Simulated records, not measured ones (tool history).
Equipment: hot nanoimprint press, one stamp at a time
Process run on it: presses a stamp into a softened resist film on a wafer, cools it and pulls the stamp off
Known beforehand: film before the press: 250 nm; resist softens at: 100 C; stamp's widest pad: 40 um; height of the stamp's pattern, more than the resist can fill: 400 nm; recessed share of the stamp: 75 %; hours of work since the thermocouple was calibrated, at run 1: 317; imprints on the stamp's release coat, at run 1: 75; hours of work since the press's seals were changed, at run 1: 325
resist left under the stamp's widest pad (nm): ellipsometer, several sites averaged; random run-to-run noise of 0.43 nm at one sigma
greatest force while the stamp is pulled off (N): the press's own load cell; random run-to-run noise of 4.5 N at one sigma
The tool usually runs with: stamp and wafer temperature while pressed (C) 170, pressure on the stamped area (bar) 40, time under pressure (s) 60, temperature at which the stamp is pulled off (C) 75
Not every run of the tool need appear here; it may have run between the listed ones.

run     day  stamp and wafer temperature while pressed (C)  pressure on the stamped area (bar)  time under pressure (s)  temperature at which the stamp is pulled off (C)  hours of work since the thermocouple was calibrated  imprints on the stamp's release coat  hours of work since the press's seals were changed  resist left under the stamp's widest pad (nm)  greatest force while the stamp is pulled off (N)
  1   0.000                                            170                                  40                       60                                                75                                                  317                                    75                                                 325                                          101.2                                               231
      1.292  -- plate thermocouple calibrated
  2   1.329                                            170                                  40                       60                                                75                                                    1                                   241                                                 347                                          102.7                                               242
  3   2.162                                            170                                  40                       60                                                75                                                   16                                   356                                                 362                                          103.7                                               254
  4   3.038                                            170                                  40                       35                                                75                                                   32                                   478                                                 378                                          127.1                                               255
  5   3.779                                            170                                  40                       35                                                75                                                   46                                   580                                                 392                                          128.4                                               272
  6   4.879                                            170                                  40                       35                                                75                                                   66                                   732                                                 412                                          129.1                                               278
  7   5.862                                            170                                  40                       35                                                75                                                   84                                   868                                                 430                                          129.3                                               272
  8   6.971                                            170                                  40                       60                                                75                                                  105                                  1021                                                 451                                          106.7                                               294
      8.250  -- plate thermocouple calibrated, once more
  9   8.279                                            170                                  40                       60                                                75                                                    1                                  1185                                                 473                                           93.6                                               293
 10   8.817                                            170                                  40                       60                                                75                                                   10                                  1260                                                 483                                           93.9                                               291
 11   9.346                                            170                                  40                       60                                                75                                                   20                                  1332                                                 492                                           94.1                                               285
 12  10.183                                            170                                  40                       60                                                75                                                   36                                  1448                                                 508                                           95.1                                               317
 13  10.938                                            170                                  40                       60                                                75                                                   50                                  1553                                                 522                                           94.5                                               310
 14  11.842                                            170                                  40                       60                                                75                                                   66                                  1678                                                 538                                           95.7                                               324
 15  12.471                                            170                                  40                       60                                                75                                                   78                                  1765                                                 550                                           95.3                                               331
 16  13.075                                            170                                  40                       60                                                75                                                   89                                  1848                                                 561                                           96.1                                               339
     14.171  -- stamp cleaned and given a new release coat
 17  14.471                                            163                                  40                       60                                                75                                                  110                                    42                                                 582                                          138.5                                               229
 18  15.125                                            172                                  40                       59                                                75                                                  122                                   132                                                 594                                           87.3                                               239
 19  15.846                                            172                                  40                       59                                                75                                                  135                                   232                                                 608                                           88.7                                               231

What will run 20 give?
 20  16.612                                            158                                  40                       59                                                71                                                  149                                   338                                                 622                                              ?                                                 ?

resist left under the stamp's widest pad (nm): 174.7
greatest force while the stamp is pulled off (N): 259
Had the tool carried no hidden state, the very same run would have given resist left under the stamp's widest pad (nm) 168.1, greatest force while the stamp is pulled off (N) 236.
